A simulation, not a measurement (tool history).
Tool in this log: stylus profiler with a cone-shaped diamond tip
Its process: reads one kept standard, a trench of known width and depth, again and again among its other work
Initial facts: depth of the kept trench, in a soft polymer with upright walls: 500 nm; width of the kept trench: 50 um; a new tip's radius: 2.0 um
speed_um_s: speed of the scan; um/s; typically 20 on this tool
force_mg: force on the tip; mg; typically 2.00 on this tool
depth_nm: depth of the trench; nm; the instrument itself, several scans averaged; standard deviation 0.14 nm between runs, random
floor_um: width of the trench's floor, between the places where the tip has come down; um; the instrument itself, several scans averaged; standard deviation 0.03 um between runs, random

{"run": 1, "hour": 0.0, "speed_um_s": 20, "force_mg": 2.0, "depth_nm": 507.12, "floor_um": 47.04}
{"run": 2, "hour": 23.6, "speed_um_s": 20, "force_mg": 2.0, "depth_nm": 506.85, "floor_um": 47.11}
{"run": 3, "hour": 40.1, "speed_um_s": 20, "force_mg": 2.0, "depth_nm": 507.01, "floor_um": 47.02}
{"run": 4, "hour": 53.5, "speed_um_s": 20, "force_mg": 1.7, "depth_nm": 506.43, "floor_um": 47.01}
{"run": 5, "hour": 77.8, "speed_um_s": 20, "force_mg": 1.7, "depth_nm": 506.11, "floor_um": 47.0}
{"run": 6, "hour": 91.2, "speed_um_s": 20, "force_mg": 2.0, "depth_nm": 506.9, "floor_um": 46.97}
{"run": 7, "hour": 104.3, "speed_um_s": 20, "force_mg": 2.0, "depth_nm": 507.0, "floor_um": 46.94}
{"run": 8, "hour": 125.4, "speed_um_s": 20, "force_mg": 2.0, "depth_nm": 506.91, "floor_um": 46.98}
{"run": 9, "hour": 137.3, "speed_um_s": 20, "force_mg": 2.0, "depth_nm": 506.94, "floor_um": 46.96}
{"run": 10, "hour": 159.2, "speed_um_s": 20, "force_mg": 2.0, "depth_nm": 506.81, "floor_um": 46.93}
{"run": 11, "hour": 170.0, "speed_um_s": 20, "force_mg": 2.0, "depth_nm": 506.78, "floor_um": 46.98}
{"run": 12, "hour": 192.9, "speed_um_s": 20, "force_mg": 2.0, "depth_nm": 506.7, "floor_um": 46.87}
{"run": 13, "hour": 208.3, "speed_um_s": 20, "force_mg": 2.0, "depth_nm": 506.86, "floor_um": 46.88}
{"run": 14, "hour": 228.9, "speed_um_s": 74, "force_mg": 0.84, "depth_nm": 503.3, "floor_um": 46.44}
{"run": 15, "hour": 242.6, "speed_um_s": 74, "force_mg": 0.84, "depth_nm": 503.52, "floor_um": 46.44}
{"run": 16, "hour": 260.5, "speed_um_s": 13, "force_mg": 3.96, "depth_nm": 511.03, "floor_um": 46.93}
{"run": 17, "hour": 273.3, "speed_um_s": 11, "force_mg": 1.42, "depth_nm": 505.31, "floor_um": 46.88}
{"run": 18, "hour": 292.9, "speed_um_s": 44, "force_mg": 2.28, "depth_nm": 507.48, "floor_um": 46.75}
{"run": 19, "hour": 308.3, "speed_um_s": 19, "force_mg": 1.17, "depth_nm": 504.47, "floor_um": 46.83}
{"run": 20, "hour": 319.9, "speed_um_s": 7, "force_mg": 0.78, "depth_nm": 503.23, "floor_um": 46.91}
{"run": 21, "hour": 341.7, "speed_um_s": 12, "force_mg": 5.77, "depth_nm": 514.47, "floor_um": 46.86}
{"run": 22, "hour": 364.7, "speed_um_s": 8, "force_mg": 2.49, "depth_nm": 507.83, "floor_um": 46.85}
{"run": 23, "hour": 382.8, "speed_um_s": 20, "force_mg": 4.76, "depth_nm": 512.63, "floor_um": 46.84}
{"run": 24, "hour": 402.4, "speed_um_s": 41, "force_mg": 2.97, "depth_nm": 508.89, "floor_um": 46.76}

Run 25 comes next. What will it give?
{"run": 25, "hour": 417.8, "speed_um_s": 20, "force_mg": 1.52, "depth_nm": "?", "floor_um": "?"}

Run 25 gave depth_nm 505.40 nm, floor_um 46.78 um.
Had the tool carried no hidden state, the very same run would have given depth_nm 506.44 nm, floor_um 47.26 um.
